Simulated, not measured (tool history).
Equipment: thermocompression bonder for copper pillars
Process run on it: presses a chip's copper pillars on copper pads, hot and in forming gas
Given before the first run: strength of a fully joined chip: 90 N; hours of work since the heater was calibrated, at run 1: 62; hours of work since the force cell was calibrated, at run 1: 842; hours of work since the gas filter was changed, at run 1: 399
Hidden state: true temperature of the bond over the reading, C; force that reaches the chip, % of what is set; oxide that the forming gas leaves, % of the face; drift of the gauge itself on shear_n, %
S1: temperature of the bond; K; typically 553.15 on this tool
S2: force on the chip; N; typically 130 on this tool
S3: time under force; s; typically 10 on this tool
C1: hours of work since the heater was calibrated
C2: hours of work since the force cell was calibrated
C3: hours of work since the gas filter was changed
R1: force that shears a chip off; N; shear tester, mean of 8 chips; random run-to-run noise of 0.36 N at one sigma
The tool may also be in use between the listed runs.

run 1 hour=0 | S1=553.15 S2=130 S3=10 | C1=62 C2=842 C3=399 | R1=49.7
run 2 hour=7.7 | S1=553.15 S2=130 S3=10 | C1=68 C2=848 C3=405 | R1=50.5
run 3 hour=17.2 | S1=553.15 S2=130 S3=10 | C1=75 C2=856 C3=413 | R1=49.7
run 4 hour=26.1 | S1=553.15 S2=130 S3=10 | C1=82 C2=863 C3=420 | R1=49.6
run 5 hour=33.1 | S1=561.15 S2=130 S3=10 | C1=88 C2=868 C3=425 | R1=53.2
run 6 hour=39.4 | S1=561.15 S2=130 S3=10 | C1=93 C2=873 C3=430 | R1=53.5
run 7 hour=49.6 | S1=561.15 S2=130 S3=10 | C1=101 C2=882 C3=439 | R1=53.1
run 8 hour=59.9 | S1=561.15 S2=130 S3=10 | C1=109 C2=890 C3=447 | R1=53.7
-- hour=61.3 forming gas filter changed
run 9 hour=67.3 | S1=529.15 S2=130 S3=10 | C1=115 C2=895 C3=5 | R1=39.5
run 10 hour=76.3 | S1=553.15 S2=130 S3=14 | C1=122 C2=902 C3=12 | R1=57.9
run 11 hour=85.4 | S1=553.15 S2=130 S3=14 | C1=129 C2=910 C3=19 | R1=57.3
run 12 hour=90.2 | S1=553.15 S2=130 S3=14 | C1=133 C2=913 C3=23 | R1=57.2
run 13 hour=98.3 | S1=553.15 S2=130 S3=6 | C1=139 C2=920 C3=29 | R1=43.7
-- hour=101.2 force cell calibrated
run 14 hour=110.1 | S1=553.15 S2=130 S3=6 | C1=148 C2=7 C3=38 | R1=44.8
run 15 hour=116.4 | S1=553.15 S2=80 S3=8 | C1=153 C2=12 C3=43 | R1=37.3
-- hour=123.1 force cell calibrated, once more
run 16 hour=129.2 | S1=553.15 S2=80 S3=8 | C1=161 C2=5 C3=52 | R1=35.5
run 17 hour=137.2 | S1=553.15 S2=80 S3=8 | C1=168 C2=11 C3=58 | R1=35.2
run 18 hour=147.7 | S1=553.15 S2=80 S3=8 | C1=176 C2=20 C3=66 | R1=35.1
run 19 hour=152.6 | S1=553.15 S2=80 S3=8 | C1=180 C2=23 C3=70 | R1=35.4
run 20 hour=160.2 | S1=553.15 S2=80 S3=8 | C1=186 C2=29 C3=76 | R1=34.4
run 21 hour=165.9 | S1=553.15 S2=80 S3=8 | C1=191 C2=34 C3=81 | R1=35
run 22 hour=174.1 | S1=553.15 S2=80 S3=8 | C1=197 C2=41 C3=87 | R1=35
run 23 hour=180.8 | S1=535.15 S2=130 S3=12 | C1=203 C2=46 C3=93 | R1=42.8
run 24 hour=188.3 | S1=535.15 S2=130 S3=12 | C1=208 C2=52 C3=99 | R1=43.4
run 25 hour=198.5 | S1=535.15 S2=136 S3=12 | C1=217 C2=60 C3=107 | R1=44.9
run 26 hour=204.7 | S1=544.15 S2=130 S3=10 | C1=221 C2=65 C3=112 | R1=44.4
run 27 hour=209.4 | S1=545.15 S2=105 S3=17 | C1=225 C2=69 C3=115 | R1=48.5

Branching from run 27: 4 alternative next runs. What would each branch give?
run A hour=214.4 | S1=553.15 S2=178 S3=11 | C1=229 C2=73 C3=119 | R1=?
run B hour=214.4 | S1=538.15 S2=105 S3=17 | C1=229 C2=73 C3=119 | R1=?
run C hour=214.4 | S1=545.15 S2=105 S3=10 | C1=229 C2=73 C3=119 | R1=?
run D hour=214.4 | S1=545.15 S2=123 S3=17 | C1=229 C2=73 C3=119 | R1=?

run=A R1=58.7
run=B R1=44.9
run=C R1=40.6
run=D R1=51.9
What these runs would have given with no unlogged condition in the tool:
run=A R1=60.4
run=B R1=46.5
run=C R1=42.1
run=D R1=53.5

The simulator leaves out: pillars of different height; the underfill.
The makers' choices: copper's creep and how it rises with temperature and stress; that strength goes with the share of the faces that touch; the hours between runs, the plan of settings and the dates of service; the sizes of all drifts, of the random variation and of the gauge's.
